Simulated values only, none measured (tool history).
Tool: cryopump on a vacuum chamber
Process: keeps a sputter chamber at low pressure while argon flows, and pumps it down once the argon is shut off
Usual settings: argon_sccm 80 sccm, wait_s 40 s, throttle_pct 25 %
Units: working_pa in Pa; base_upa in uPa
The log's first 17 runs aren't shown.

| run | hour | argon_sccm | wait_s | throttle_pct | working_pa | base_upa |
|---|---|---|---|---|---|---|
| 18 | 205.3 | 80 | 217 | 24 | 0.2625 | 1.57 |
| 19 | 218.7 | 80 | 146 | 42 | 0.1544 | 1.67 |
| 20 | 229.6 | 43 | 135 | 41 | 0.0844 | 1.66 |
| 21 | 239.6 | 156 | 40 | 25 | 0.4941 | 2.07 |
| 22 | 253.9 | 156 | 40 | 56 | 0.2295 | 2.15 |
| 23 | 268 | 156 | 40 | 56 | 0.2308 | 2.05 |
| 24 | 282.5 | 46 | 28 | 40 | 0.0935 | 2.46 |
| 25 | 299.5 | 119 | 40 | 25 | 0.3831 | 2.22 |
| 26 | 307 | 119 | 40 | 25 | 0.3807 | 2.16 |
| 27 | 320.2 | 119 | 35 | 19 | 0.4965 | 2.31 |
| 28 | 332.9 | 119 | 35 | 19 | 0.499 | 2.34 |
| 29 | 347.2 | 119 | 35 | 19 | 0.4962 | 2.36 |
| 30 | 357.7 | 89 | 74 | 41 | 0.1807 | 1.93 |
| 31 | 368.4 | 89 | 113 | 44 | 0.1718 | 1.9 |
| 32 | 382.3 | 89 | 113 | 44 | 0.1718 | 1.87 |
| 33 | 393.1 | 79 | 136 | 25 | 0.2546 | 1.93 |
| 34 | 401.1 | 80 | 40 | 53 | 0.1297 | 2.32 |

Forecast each of these 3 alternatives for the next run:
| A | 408.5 | 132 | 91 | 28 | ? | ? |
| B | 408.5 | 41 | 157 | 35 | ? | ? |
| C | 408.5 | 138 | 33 | 53 | ? | ? |

| run | working_pa | base_upa |
|---|---|---|
| A | 0.3874 | 2.03 |
| B | 0.0968 | 1.89 |
| C | 0.2248 | 2.41 |
Without the tool's hidden state the same runs would have given:
| run | working_pa | base_upa |
|---|---|---|
| A | 0.3617 | 0.43 |
| B | 0.0889 | 0.3 |
| C | 0.1982 | 0.86 |
